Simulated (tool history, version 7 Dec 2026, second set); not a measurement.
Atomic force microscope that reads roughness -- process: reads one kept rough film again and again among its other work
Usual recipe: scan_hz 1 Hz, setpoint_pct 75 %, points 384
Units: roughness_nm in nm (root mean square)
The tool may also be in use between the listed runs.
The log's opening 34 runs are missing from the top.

run    hour  scan_hz  setpoint_pct  points  roughness_nm
 35  1595.4     3.24            58    1014         1.079
 36  1656.6     0.62            61     528         1.127
     1685.4  -- new tip fitted
 37  1689.6     1.76            61     400         1.133
 38  1728.5        1            62     384         1.134
 39  1789.5     1.93            63     285         1.069
     1852.4  -- new tip fitted
 40  1857.2     1.93            63     285         1.105
 41    1899     2.95            55    1004         1.108
 42  1949.1     2.95            55    1004          1.09
 43    2004     2.95            55    1004          1.07
       2022  -- new tip fitted
 44    2074     2.95            85     374         0.864
 45  2114.2     2.95            66     374         1.019

Predict each of these 4 candidate next runs independently; none follows another, all start after run 45:
  A  2170        1            75     272             ?
  B  2170     2.95            76     374             ?
  C  2170     0.95            56     278             ?
  D  2170     3.27            81     983             ?

run  roughness_nm
  A         1.045
  B         0.918
  C           1.1
  D          0.86
The same runs, with their run-to-run variation unchanged, on a tool lacking any hidden condition would have given:
run  roughness_nm
  A         1.109
  B         0.974
  C         1.168
  D         0.912
